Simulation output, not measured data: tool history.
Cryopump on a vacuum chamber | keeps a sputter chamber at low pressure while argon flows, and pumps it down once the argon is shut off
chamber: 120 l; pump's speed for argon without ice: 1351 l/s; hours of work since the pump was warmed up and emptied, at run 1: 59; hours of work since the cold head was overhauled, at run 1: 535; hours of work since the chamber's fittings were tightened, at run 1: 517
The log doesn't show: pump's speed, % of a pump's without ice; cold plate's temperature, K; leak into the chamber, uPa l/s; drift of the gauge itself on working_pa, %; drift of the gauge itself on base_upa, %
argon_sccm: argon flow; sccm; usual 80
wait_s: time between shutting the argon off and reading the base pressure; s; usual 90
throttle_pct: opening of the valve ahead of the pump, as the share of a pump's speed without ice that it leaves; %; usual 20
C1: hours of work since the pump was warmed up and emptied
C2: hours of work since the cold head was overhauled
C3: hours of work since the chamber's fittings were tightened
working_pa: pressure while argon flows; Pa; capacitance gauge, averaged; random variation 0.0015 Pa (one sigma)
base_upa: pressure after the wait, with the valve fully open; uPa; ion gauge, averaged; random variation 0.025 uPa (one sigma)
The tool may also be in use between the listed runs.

Run 1, day 0: usual settings; C1 59; C2 535; C3 517. Result: working_pa 0.505 Pa, base_upa 2.52 uPa.
Run 2, day 0.679: usual settings; C1 71; C2 546; C3 529. Result: working_pa 0.5025 Pa, base_upa 2.58 uPa.
Run 3, day 1.529: usual settings; C1 85; C2 561; C3 543. Result: working_pa 0.5047 Pa, base_upa 2.62 uPa.
Run 4, day 2.354: usual settings; C1 99; C2 575; C3 557. Result: working_pa 0.5081 Pa, base_upa 2.63 uPa.
Run 5, day 2.871: usual settings but throttle_pct 23 %; C1 108; C2 584; C3 566. Result: working_pa 0.4406 Pa, base_upa 2.7 uPa.
Run 6, day 3.608: usual settings; C1 121; C2 596; C3 578. Result: working_pa 0.5097 Pa, base_upa 2.85 uPa.
Run 7, day 4.146: usual settings; C1 130; C2 605; C3 588. Result: working_pa 0.5069 Pa, base_upa 2.81 uPa.
Run 8, day 4.771: usual settings but wait_s 169 s; C1 140; C2 616; C3 598. Result: working_pa 0.5058 Pa, base_upa 2.55 uPa.
Run 9, day 5.638: usual settings but wait_s 169 s; C1 155; C2 631; C3 613. Result: working_pa 0.5096 Pa, base_upa 2.58 uPa.
Run 10, day 6.075: usual settings but argon_sccm 34 sccm, wait_s 105 s, throttle_pct 29 %; C1 162; C2 638; C3 620. Result: working_pa 0.15 Pa, base_upa 2.84 uPa.
Run 11, day 7.029: usual settings but wait_s 73 s; C1 178; C2 654; C3 636. Result: working_pa 0.5083 Pa, base_upa 3.17 uPa.
Run 12, day 7.821: usual settings but wait_s 73 s; C1 192; C2 667; C3 650. Result: working_pa 0.5083 Pa, base_upa 3.19 uPa.
Run 13, day 8.788: usual settings but wait_s 73 s; C1 208; C2 684; C3 666. Result: working_pa 0.5125 Pa, base_upa 3.33 uPa.
Run 14, day 9.317: usual settings but wait_s 73 s; C1 217; C2 693; C3 675. Result: working_pa 0.5113 Pa, base_upa 3.32 uPa.
Run 15, day 9.846: usual settings but wait_s 73 s; C1 226; C2 702; C3 684. Result: working_pa 0.5087 Pa, base_upa 3.41 uPa.
Run 16, day 10.817: usual settings but wait_s 73 s; C1 243; C2 718; C3 701. Result: working_pa 0.5133 Pa, base_upa 3.3 uPa.
Run 17, day 11.708: usual settings but wait_s 73 s; C1 258; C2 733; C3 716. Result: working_pa 0.5139 Pa, base_upa 3.47 uPa.

Forecast each of these 3 alternatives for the next run:
Run A, day 12.358: usual settings but argon_sccm 46 sccm, wait_s 231 s, throttle_pct 50 %; C1 269; C2 744; C3 727. Result: working_pa ?, base_upa ?.
Run B, day 12.358: usual settings but argon_sccm 75 sccm, wait_s 141 s; C1 269; C2 744; C3 727. Result: working_pa ?, base_upa ?.
Run C, day 12.358: usual settings but argon_sccm 47 sccm, wait_s 32 s, throttle_pct 17 %; C1 269; C2 744; C3 727. Result: working_pa ?, base_upa ?.

run  working_pa  base_upa
  A      0.1231      2.91
  B       0.484      3.13
  C      0.3552      4.63
Without the tool's hidden state the same runs would have given:
run  working_pa  base_upa
  A      0.1151       0.5
  B      0.4709       0.7
  C       0.347      2.26

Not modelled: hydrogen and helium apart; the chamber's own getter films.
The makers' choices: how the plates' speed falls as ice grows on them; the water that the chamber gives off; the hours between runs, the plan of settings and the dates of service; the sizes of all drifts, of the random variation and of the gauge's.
